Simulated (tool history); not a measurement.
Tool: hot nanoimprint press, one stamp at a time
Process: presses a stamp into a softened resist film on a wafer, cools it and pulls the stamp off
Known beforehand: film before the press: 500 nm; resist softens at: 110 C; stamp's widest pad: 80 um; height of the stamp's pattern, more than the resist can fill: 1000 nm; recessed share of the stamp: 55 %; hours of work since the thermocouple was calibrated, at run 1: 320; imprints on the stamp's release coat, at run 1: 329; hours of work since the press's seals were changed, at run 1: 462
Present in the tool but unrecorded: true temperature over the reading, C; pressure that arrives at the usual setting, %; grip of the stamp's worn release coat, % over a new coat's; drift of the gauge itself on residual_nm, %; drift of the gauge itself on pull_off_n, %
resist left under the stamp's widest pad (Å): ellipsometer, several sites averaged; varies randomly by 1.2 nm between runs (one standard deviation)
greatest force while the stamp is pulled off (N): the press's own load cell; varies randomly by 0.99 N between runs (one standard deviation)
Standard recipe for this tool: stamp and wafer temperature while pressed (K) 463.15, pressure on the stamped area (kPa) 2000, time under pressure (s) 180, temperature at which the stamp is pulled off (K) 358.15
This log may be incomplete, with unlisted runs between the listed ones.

| run | day | stamp and wafer temperature while pressed (K) | pressure on the stamped area (kPa) | time under pressure (s) | temperature at which the stamp is pulled off (K) | hours of work since the thermocouple was calibrated | imprints on the stamp's release coat | hours of work since the press's seals were changed | resist left under the stamp's widest pad (Å) | greatest force while the stamp is pulled off (N) |
|---|---|---|---|---|---|---|---|---|---|---|
| 1 | 0.000 | 463.15 | 2000 | 180 | 358.15 | 320 | 329 | 462 | 2456 | 134.4 |
| 2 | 1.558 | 463.15 | 2000 | 180 | 358.15 | 335 | 399 | 477 | 2461 | 135.8 |
| 3 | 3.750 | 463.15 | 2000 | 180 | 358.15 | 357 | 497 | 499 | 2448 | 136.1 |
|  | 4.804 | plate thermocouple calibrated |
| 4 | 4.958 | 463.15 | 2000 | 180 | 358.15 | 1 | 545 | 509 | 2418 | 136.3 |
| 5 | 6.638 | 463.15 | 2000 | 180 | 358.15 | 18 | 620 | 525 | 2428 | 134.9 |
| 6 | 8.375 | 463.15 | 2000 | 174 | 358.15 | 35 | 698 | 542 | 2457 | 135.2 |
| 7 | 10.392 | 468.15 | 2000 | 116 | 353.15 | 54 | 788 | 562 | 2294 | 149.7 |
| 8 | 11.471 | 453.15 | 2000 | 116 | 353.15 | 65 | 836 | 572 | 3928 | 151.6 |
| 9 | 13.150 | 453.15 | 2520 | 116 | 353.15 | 81 | 911 | 589 | 3743 | 151.1 |
| 10 | 14.538 | 453.15 | 2570 | 138 | 353.15 | 95 | 973 | 602 | 3538 | 150.2 |

Here are 3 independent what-if runs from the current tool condition. What would each one return?
| A | 15.725 | 472.15 | 2000 | 107 | 357.15 | 106 | 1026 | 614 | ? | ? |
| B | 15.725 | 460.15 | 2570 | 351 | 353.15 | 106 | 1026 | 614 | ? | ? |
| C | 15.725 | 460.15 | 2000 | 180 | 360.15 | 106 | 1026 | 614 | ? | ? |

| run | resist left under the stamp's widest pad (Å) | greatest force while the stamp is pulled off (N) |
|---|---|---|
| A | 2000 | 138.0 |
| B | 1956 | 150.8 |
| C | 2772 | 128.6 |
Had the tool no hidden state, the same runs would have come out as:
| run | resist left under the stamp's widest pad (Å) | greatest force while the stamp is pulled off (N) |
|---|---|---|
| A | 1998 | 137.7 |
| B | 1954 | 150.5 |
| C | 2769 | 128.3 |
